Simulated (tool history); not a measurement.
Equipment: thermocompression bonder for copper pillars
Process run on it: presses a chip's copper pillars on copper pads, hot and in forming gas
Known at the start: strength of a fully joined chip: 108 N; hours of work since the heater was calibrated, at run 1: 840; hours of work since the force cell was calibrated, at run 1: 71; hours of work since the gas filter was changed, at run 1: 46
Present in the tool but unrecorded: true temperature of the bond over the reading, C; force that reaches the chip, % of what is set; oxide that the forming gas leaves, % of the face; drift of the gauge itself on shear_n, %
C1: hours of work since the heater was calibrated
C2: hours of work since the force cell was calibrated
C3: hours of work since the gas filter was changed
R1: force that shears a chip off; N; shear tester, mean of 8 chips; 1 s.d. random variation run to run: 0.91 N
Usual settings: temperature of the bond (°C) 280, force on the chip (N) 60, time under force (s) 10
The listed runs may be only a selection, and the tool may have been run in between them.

Run 1, day 0: usual settings; C1 840; C2 71; C3 46. Result: R1 70.4 N.
Run 2, day 1.171: usual settings but force on the chip (N) 84; C1 851; C2 83; C3 58. Result: R1 80.2 N.
Run 3, day 3.375: usual settings but force on the chip (N) 84; C1 873; C2 104; C3 79. Result: R1 79.2 N.
Run 4, day 5.183: usual settings; C1 890; C2 122; C3 97. Result: R1 70.7 N.
Run 5, day 7.333: usual settings; C1 911; C2 143; C3 118. Result: R1 67.6 N.
Run 6, day 9.021: usual settings but time under force (s) 18; C1 928; C2 160; C3 134. Result: R1 78.1 N.
Run 7, day 11.312: usual settings but time under force (s) 18; C1 950; C2 182; C3 157. Result: R1 78 N.
Run 8, day 13.108: usual settings; C1 968; C2 200; C3 174. Result: R1 68.3 N.
Run 9, day 15.583: usual settings but temperature of the bond (°C) 295; C1 992; C2 224; C3 199. Result: R1 77.4 N.
Run 10, day 18.192: usual settings but temperature of the bond (°C) 295; C1 1017; C2 249; C3 224. Result: R1 77.6 N.
At day 20.05: forming gas filter changed.
Run 11, day 20.962: usual settings but temperature of the bond (°C) 282; C1 1044; C2 276; C3 9. Result: R1 72.3 N.
Run 12, day 23.517: usual settings but force on the chip (N) 64; C1 1069; C2 301; C3 34. Result: R1 71.4 N.
Run 13, day 24.825: usual settings but temperature of the bond (°C) 271; C1 1082; C2 314; C3 47. Result: R1 62.2 N.
Run 14, day 27.433: usual settings but force on the chip (N) 70; C1 1108; C2 339; C3 72. Result: R1 71.8 N.
Run 15, day 29.621: usual settings but temperature of the bond (°C) 281; C1 1129; C2 361; C3 94. Result: R1 67.9 N.
Run 16, day 31.325: usual settings but force on the chip (N) 47; C1 1146; C2 377; C3 110. Result: R1 60.1 N.
Run 17, day 33.279: usual settings but force on the chip (N) 47; C1 1165; C2 396; C3 129. Result: R1 58.4 N.
Run 18, day 34.888: usual settings but force on the chip (N) 65; C1 1180; C2 412; C3 145. Result: R1 68 N.
Run 19, day 37.317: usual settings but force on the chip (N) 65, time under force (s) 5; C1 1204; C2 436; C3 169. Result: R1 55.3 N.
Run 20, day 39.65: usual settings but force on the chip (N) 65, time under force (s) 5; C1 1227; C2 459; C3 192. Result: R1 54.2 N.
Run 21, day 41.321: usual settings but temperature of the bond (°C) 310, force on the chip (N) 59, time under force (s) 15; C1 1243; C2 475; C3 208. Result: R1 91.4 N.
Run 22, day 43.833: usual settings but temperature of the bond (°C) 310, force on the chip (N) 59, time under force (s) 15; C1 1268; C2 500; C3 232. Result: R1 90.7 N.
At day 44.783: forming gas filter changed.
Run 23, day 45.021: usual settings but temperature of the bond (°C) 286, force on the chip (N) 59, time under force (s) 15; C1 1279; C2 511; C3 2. Result: R1 79.6 N.
Run 24, day 46.179: usual settings but temperature of the bond (°C) 252, force on the chip (N) 56, time under force (s) 22; C1 1291; C2 522; C3 14. Result: R1 58.1 N.
Run 25, day 48.233: usual settings but temperature of the bond (°C) 252, force on the chip (N) 56, time under force (s) 22; C1 1311; C2 542; C3 34. Result: R1 56.1 N.
Run 26, day 50.138: usual settings but temperature of the bond (°C) 252, force on the chip (N) 56, time under force (s) 22; C1 1329; C2 561; C3 52. Result: R1 57 N.
Run 27, day 52.454: usual settings but temperature of the bond (°C) 274, force on the chip (N) 46, time under force (s) 13; C1 1352; C2 584; C3 75. Result: R1 58.8 N.
Run 28, day 53.679: usual settings but temperature of the bond (°C) 258, time under force (s) 13; C1 1364; C2 596; C3 87. Result: R1 52.3 N.
Run 29, day 55.729: usual settings but temperature of the bond (°C) 258, time under force (s) 13; C1 1384; C2 616; C3 107. Result: R1 52.9 N.
Run 30, day 58.229: usual settings but temperature of the bond (°C) 275, force on the chip (N) 45; C1 1408; C2 640; C3 131. Result: R1 51.3 N.
Run 31, day 59.608: usual settings but temperature of the bond (°C) 253, time under force (s) 22; C1 1422; C2 654; C3 145. Result: R1 57 N.
Run 32, day 61.212: usual settings but temperature of the bond (°C) 287, force on the chip (N) 85, time under force (s) 20; C1 1437; C2 669; C3 161. Result: R1 94.5 N.
Run 33, day 62.992: usual settings but temperature of the bond (°C) 270, force on the chip (N) 40, time under force (s) 20; C1 1455; C2 687; C3 178. Result: R1 56.1 N.
Run 34, day 65.7: usual settings but temperature of the bond (°C) 270, force on the chip (N) 40, time under force (s) 20; C1 1481; C2 713; C3 204. Result: R1 56.5 N.
Run 35, day 67.079: usual settings but force on the chip (N) 86, time under force (s) 11; C1 1495; C2 727; C3 218. Result: R1 76.9 N.
Run 36, day 68.633: usual settings but force on the chip (N) 86, time under force (s) 11; C1 1510; C2 742; C3 233. Result: R1 74.8 N.
At day 69.471: forming gas filter changed.
Run 37, day 71.408: usual settings but temperature of the bond (°C) 265, force on the chip (N) 80, time under force (s) 8; C1 1537; C2 769; C3 19. Result: R1 55.9 N.
Run 38, day 73.104: usual settings but temperature of the bond (°C) 278, force on the chip (N) 81, time under force (s) 8; C1 1554; C2 785; C3 36. Result: R1 67.2 N.
Run 39, day 75.412: usual settings but temperature of the bond (°C) 273, force on the chip (N) 89, time under force (s) 6; C1 1576; C2 808; C3 58. Result: R1 60.3 N.
At day 75.646: force cell calibrated.
Run 40, day 77.133: usual settings but temperature of the bond (°C) 252, force on the chip (N) 89, time under force (s) 11; C1 1592; C2 15; C3 74. Result: R1 57.1 N.

Forecast each of these 4 alternatives for the next run:
Run A, day 78.604: usual settings but temperature of the bond (°C) 295, force on the chip (N) 59, time under force (s) 11; C1 1607; C2 29; C3 89. Result: R1 ?.
Run B, day 78.604: usual settings but temperature of the bond (°C) 251, force on the chip (N) 79; C1 1607; C2 29; C3 89. Result: R1 ?.
Run C, day 78.604: usual settings but temperature of the bond (°C) 278, force on the chip (N) 38, time under force (s) 18; C1 1607; C2 29; C3 89. Result: R1 ?.
Run D, day 78.604: usual settings but temperature of the bond (°C) 296, force on the chip (N) 47, time under force (s) 11; C1 1607; C2 29; C3 89. Result: R1 ?.

run    R1
  A  78.8
  B  51.9
  C  63.2
  D    75
The same runs, with their run-to-run variation unchanged, on a tool lacking any hidden condition would have given:
run    R1
  A  86.6
  B  60.7
  C  71.9
  D  83.4

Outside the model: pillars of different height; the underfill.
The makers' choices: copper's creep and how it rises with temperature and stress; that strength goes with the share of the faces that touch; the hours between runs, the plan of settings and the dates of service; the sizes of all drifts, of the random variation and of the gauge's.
